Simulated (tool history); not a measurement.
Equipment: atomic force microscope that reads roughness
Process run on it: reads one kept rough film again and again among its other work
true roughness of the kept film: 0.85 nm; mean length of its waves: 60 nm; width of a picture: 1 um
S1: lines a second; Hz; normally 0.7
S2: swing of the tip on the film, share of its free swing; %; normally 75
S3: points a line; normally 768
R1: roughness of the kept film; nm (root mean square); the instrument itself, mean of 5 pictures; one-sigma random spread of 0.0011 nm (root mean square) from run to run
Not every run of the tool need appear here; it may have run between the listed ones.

Run 1, hour 0: usual settings. Result: R1 0.792 nm (root mean square).
At hour 10.8: new tip fitted.
Run 2, hour 34.7: usual settings. Result: R1 0.793 nm (root mean square).
At hour 54.7: new tip fitted.
Run 3, hour 67.7: usual settings but S2 65 %. Result: R1 0.817 nm (root mean square).
Run 4, hour 97.1: usual settings. Result: R1 0.791 nm (root mean square).
At hour 101.3: new tip fitted.
Run 5, hour 120.4: usual settings. Result: R1 0.797 nm (root mean square).
At hour 145.6: new tip fitted.
Run 6, hour 145.9: usual settings. Result: R1 0.8 nm (root mean square).
Run 7, hour 177.7: usual settings. Result: R1 0.793 nm (root mean square).
At hour 191: new tip fitted.
Run 8, hour 224.8: usual settings. Result: R1 0.791 nm (root mean square).
At hour 234.9: new tip fitted.
Run 9, hour 248.2: usual settings. Result: R1 0.798 nm (root mean square).
Run 10, hour 277.5: usual settings. Result: R1 0.792 nm (root mean square).
At hour 282: new tip fitted.
Run 11, hour 318.3: usual settings. Result: R1 0.791 nm (root mean square).
At hour 328.5: new tip fitted.
Run 12, hour 345.9: usual settings. Result: R1 0.796 nm (root mean square).
At hour 373.4: new tip fitted.
Run 13, hour 385.2: usual settings but S1 2.462 Hz. Result: R1 0.7 nm (root mean square).
At hour 390.3: height scale calibrated on a step standard.
At hour 419.6: new tip fitted.
Run 14, hour 433.5: usual settings but S1 2.462 Hz, S3 522. Result: R1 0.7 nm (root mean square).
At hour 463.5: new tip fitted.
Run 15, hour 474.1: usual settings but S1 2.462 Hz, S3 522. Result: R1 0.702 nm (root mean square).
At hour 507.7: new tip fitted.
Run 16, hour 515: usual settings but S1 2.462 Hz, S3 522. Result: R1 0.7 nm (root mean square).
Run 17, hour 547: usual settings but S3 608. Result: R1 0.793 nm (root mean square).
At hour 551.1: new tip fitted.
Run 18, hour 578.8: usual settings but S2 70 %, S3 874. Result: R1 0.808 nm (root mean square).
At hour 595.4: new tip fitted.
Run 19, hour 608.6: usual settings but S1 1.068 Hz. Result: R1 0.773 nm (root mean square).
At hour 639.9: new tip fitted.
Run 20, hour 656.5: usual settings but S1 1.068 Hz. Result: R1 0.776 nm (root mean square).
At hour 678.7: height scale calibrated on a step standard, once more.
At hour 684.5: new tip fitted.
Run 21, hour 694: usual settings but S1 2.141 Hz, S3 925. Result: R1 0.715 nm (root mean square).
At hour 727.3: new tip fitted.
Run 22, hour 742.3: usual settings but S1 2.141 Hz, S3 925. Result: R1 0.714 nm (root mean square).
At hour 771.6: new tip fitted.
Run 23, hour 791: usual settings but S1 0.523 Hz, S2 58 %. Result: R1 0.828 nm (root mean square).
At hour 817.2: new tip fitted.
Run 24, hour 823.3: usual settings but S1 0.523 Hz, S2 58 %. Result: R1 0.831 nm (root mean square).
Run 25, hour 847.7: usual settings but S1 1.393 Hz, S2 58 %, S3 601. Result: R1 0.807 nm (root mean square).
At hour 861.2: new tip fitted.
Run 26, hour 893.2: usual settings but S1 1.359 Hz, S2 69 %, S3 420. Result: R1 0.773 nm (root mean square).
At hour 906.2: new tip fitted.
Run 27, hour 921.2: usual settings but S1 1.359 Hz, S2 69 %, S3 420. Result: R1 0.778 nm (root mean square).
Run 28, hour 943.2: usual settings but S1 0.548 Hz, S2 60 %, S3 420. Result: R1 0.82 nm (root mean square).
At hour 951.5: new tip fitted.
Run 29, hour 966.5: usual settings but S1 0.66 Hz. Result: R1 0.8 nm (root mean square).
At hour 995.7: new tip fitted.
Run 30, hour 1005.3: usual settings but S1 0.66 Hz, S3 937. Result: R1 0.799 nm (root mean square).
Run 31, hour 1031.1: usual settings but S1 1.023 Hz, S2 87 %, S3 449. Result: R1 0.723 nm (root mean square).
At hour 1039.2: new tip fitted.
Run 32, hour 1067.5: usual settings but S1 2.943 Hz, S2 56 %, S3 260. Result: R1 0.774 nm (root mean square).

Alternative continuations, all from the tool just after run 32; predict every row:
At hour 1085.8: new tip fitted.
Run A, hour 1099.6: usual settings but S2 85 %. Result: R1 ?.
At hour 1085.8: new tip fitted.
Run B, hour 1099.6: usual settings but S2 89 %. Result: R1 ?.
At hour 1085.8: new tip fitted.
Run C, hour 1099.6: usual settings but S1 1.056 Hz, S3 360. Result: R1 ?.

run     R1
  A  0.768
  B  0.754
  C  0.773
Had the tool no hidden state, the same runs would have come out as:
run     R1
  A   0.77
  B  0.756
  C  0.775
